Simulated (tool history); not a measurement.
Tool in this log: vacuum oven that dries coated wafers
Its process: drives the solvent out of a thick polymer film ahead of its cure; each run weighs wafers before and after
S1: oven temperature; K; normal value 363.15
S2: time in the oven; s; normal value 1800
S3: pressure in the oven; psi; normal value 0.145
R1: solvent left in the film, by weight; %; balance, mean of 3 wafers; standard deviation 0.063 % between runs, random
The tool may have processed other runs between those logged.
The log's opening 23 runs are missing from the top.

{"run": 24, "hour": 863.2, "S1": 373.15, "S2": 1680, "S3": 0.104, "R1": 1.56}
{"run": 25, "hour": 889.3, "S1": 372.15, "S2": 1800, "S3": 0.145, "R1": 1.58}
{"run": 26, "hour": 914.2, "S1": 370.15, "S2": 1800, "S3": 0.535, "R1": 3.11}
{"run": 27, "hour": 964.7, "S1": 368.15, "S2": 1800, "S3": 0.402, "R1": 3.47}
{"run": 28, "hour": 1014.8, "S1": 368.15, "S2": 1800, "S3": 0.402, "R1": 3.36}
{"run": 29, "hour": 1045.7, "S1": 372.15, "S2": 1140, "S3": 0.511, "R1": 4.68}
{"run": 30, "hour": 1096.3, "S1": 359.15, "S2": 2460, "S3": 0.145, "R1": 3.81}
{"run": 31, "hour": 1134.6, "S1": 363.15, "S2": 1140, "S3": 0.145, "R1": 7.37}
{"run": 32, "hour": 1168.7, "S1": 363.15, "S2": 1380, "S3": 0.29, "R1": 6.39}
{"run": 33, "hour": 1217.8, "S1": 351.15, "S2": 1260, "S3": 0.145, "R1": 11.53}
{"run": 34, "hour": 1266.6, "S1": 370.15, "S2": 2640, "S3": 0.145, "R1": 1.03}
{"run": 35, "hour": 1308.1, "S1": 361.15, "S2": 1680, "S3": 0.128, "R1": 5.63}
{"run": 36, "hour": 1331.1, "S1": 366.15, "S2": 3000, "S3": 0.145, "R1": 1.34}
{"run": 37, "hour": 1375.2, "S1": 363.15, "S2": 1500, "S3": 0.173, "R1": 5.75}
{"run": 38, "hour": 1411.9, "S1": 363.15, "S2": 1500, "S3": 0.173, "R1": 5.71}
{"run": 39, "hour": 1438.3, "S1": 363.15, "S2": 3180, "S3": 0.173, "R1": 1.8}
{"run": 40, "hour": 1464.2, "S1": 363.15, "S2": 3180, "S3": 0.173, "R1": 1.96}
{"run": 41, "hour": 1494.0, "S1": 363.15, "S2": 3180, "S3": 0.173, "R1": 1.89}
{"run": 42, "hour": 1519.5, "S1": 363.15, "S2": 3180, "S3": 0.173, "R1": 1.9}
{"run": 43, "hour": 1541.7, "S1": 363.15, "S2": 3180, "S3": 0.173, "R1": 1.93}
{"run": 44, "hour": 1564.1, "S1": 352.15, "S2": 3240, "S3": 0.145, "R1": 5.21}
{"hour": 1591.1, "done": "oven's thermocouples calibrated"}
{"run": 45, "hour": 1610.8, "S1": 352.15, "S2": 3240, "S3": 0.145, "R1": 4.48}
{"run": 46, "hour": 1650.9, "S1": 354.15, "S2": 1020, "S3": 0.145, "R1": 10.98}

4 options for the next run, each taken on its own from the tool as it stands now. Forecast them:
{"run": "A", "hour": 1688.9, "S1": 363.15, "S2": 1440, "S3": 0.145, "R1": "?"}
{"run": "B", "hour": 1688.9, "S1": 375.15, "S2": 2100, "S3": 0.444, "R1": "?"}
{"run": "C", "hour": 1688.9, "S1": 362.15, "S2": 1020, "S3": 0.145, "R1": "?"}
{"run": "D", "hour": 1688.9, "S1": 363.15, "S2": 3180, "S3": 0.145, "R1": "?"}

run=A R1=5.27
run=B R1=1.4
run=C R1=7.9
run=D R1=1.47
Take away the tool's hidden state, keep each run's random variation, and the runs would have read:
run=A R1=5.18
run=B R1=1.35
run=C R1=7.82
run=D R1=1.39

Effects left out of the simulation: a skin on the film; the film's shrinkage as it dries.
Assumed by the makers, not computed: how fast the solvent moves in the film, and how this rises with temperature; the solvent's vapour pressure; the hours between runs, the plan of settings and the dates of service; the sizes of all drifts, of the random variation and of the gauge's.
